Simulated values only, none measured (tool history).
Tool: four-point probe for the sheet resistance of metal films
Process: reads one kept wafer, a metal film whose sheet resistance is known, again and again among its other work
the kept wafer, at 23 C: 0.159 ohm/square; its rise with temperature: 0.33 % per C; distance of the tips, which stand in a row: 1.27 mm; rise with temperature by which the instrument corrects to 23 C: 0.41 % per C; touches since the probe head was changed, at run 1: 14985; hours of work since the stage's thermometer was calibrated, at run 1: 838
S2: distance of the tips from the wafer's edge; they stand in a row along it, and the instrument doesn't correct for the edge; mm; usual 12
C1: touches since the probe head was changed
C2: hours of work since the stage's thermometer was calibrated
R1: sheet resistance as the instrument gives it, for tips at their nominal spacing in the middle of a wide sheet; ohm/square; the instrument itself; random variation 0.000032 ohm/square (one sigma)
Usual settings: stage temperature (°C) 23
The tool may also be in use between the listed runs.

{"run": 1, "day": 0.0, "stage temperature (°C)": 23, "S2": 12, "C1": 14985, "C2": 838, "R1": 0.159034}
{"run": 2, "day": 3.183, "stage temperature (°C)": 23, "S2": 12, "C1": 16630, "C2": 883, "R1": 0.15903}
{"run": 3, "day": 5.733, "stage temperature (°C)": 23, "S2": 12, "C1": 17948, "C2": 919, "R1": 0.158957}
{"run": 4, "day": 9.742, "stage temperature (°C)": 23, "S2": 12, "C1": 20020, "C2": 976, "R1": 0.158957}
{"run": 5, "day": 12.938, "stage temperature (°C)": 23, "S2": 12, "C1": 21671, "C2": 1021, "R1": 0.159016}
{"run": 6, "day": 16.65, "stage temperature (°C)": 23, "S2": 12, "C1": 23591, "C2": 1073, "R1": 0.158935}
{"run": 7, "day": 19.725, "stage temperature (°C)": 23, "S2": 65, "C1": 25180, "C2": 1117, "R1": 0.157983}
{"day": 19.988, "done": "stage's thermometer calibrated"}
{"run": 8, "day": 23.217, "stage temperature (°C)": 23, "S2": 8, "C1": 26973, "C2": 46, "R1": 0.160023}
{"run": 9, "day": 27.588, "stage temperature (°C)": 23, "S2": 8, "C1": 29232, "C2": 107, "R1": 0.159998}
{"run": 10, "day": 31.567, "stage temperature (°C)": 24, "S2": 14, "C1": 31288, "C2": 163, "R1": 0.158394}
{"run": 11, "day": 33.6, "stage temperature (°C)": 24, "S2": 14, "C1": 32338, "C2": 192, "R1": 0.158377}
{"run": 12, "day": 37.321, "stage temperature (°C)": 29, "S2": 40, "C1": 34262, "C2": 245, "R1": 0.157111}
{"day": 39.608, "done": "stage's thermometer calibrated, once more"}
{"run": 13, "day": 39.854, "stage temperature (°C)": 29, "S2": 40, "C1": 35560, "C2": 3, "R1": 0.157282}
{"run": 14, "day": 42.1, "stage temperature (°C)": 21, "S2": 15, "C1": 36721, "C2": 35, "R1": 0.158718}
{"run": 15, "day": 45.233, "stage temperature (°C)": 24, "S2": 10, "C1": 38341, "C2": 79, "R1": 0.159126}
{"run": 16, "day": 48.567, "stage temperature (°C)": 24, "S2": 10, "C1": 40064, "C2": 126, "R1": 0.159076}
{"run": 17, "day": 50.883, "stage temperature (°C)": 24, "S2": 10, "C1": 41261, "C2": 159, "R1": 0.159077}

Measured less the same run without the tool's hidden state. The same run-to-run variation is in both; the gauge's scatter may not be:
The hidden state here: inner tips' distance over the nominal, %; tips' flats over new ones', %; wafer's true temperature over the reading, C; drift of the gauge itself on sheet_ohm, %.
run=1 R1=-0.000890
run=2 R1=-0.000916
run=3 R1=-0.000937
run=4 R1=-0.000972
run=5 R1=-0.001000
run=6 R1=-0.001031
run=7 R1=-0.001051
run=8 R1=-0.001108
run=9 R1=-0.001147
run=10 R1=-0.001170
run=11 R1=-0.001188
run=12 R1=-0.001207
run=13 R1=-0.001085
run=14 R1=-0.001114
run=15 R1=-0.001143
run=16 R1=-0.001172
run=17 R1=-0.001192
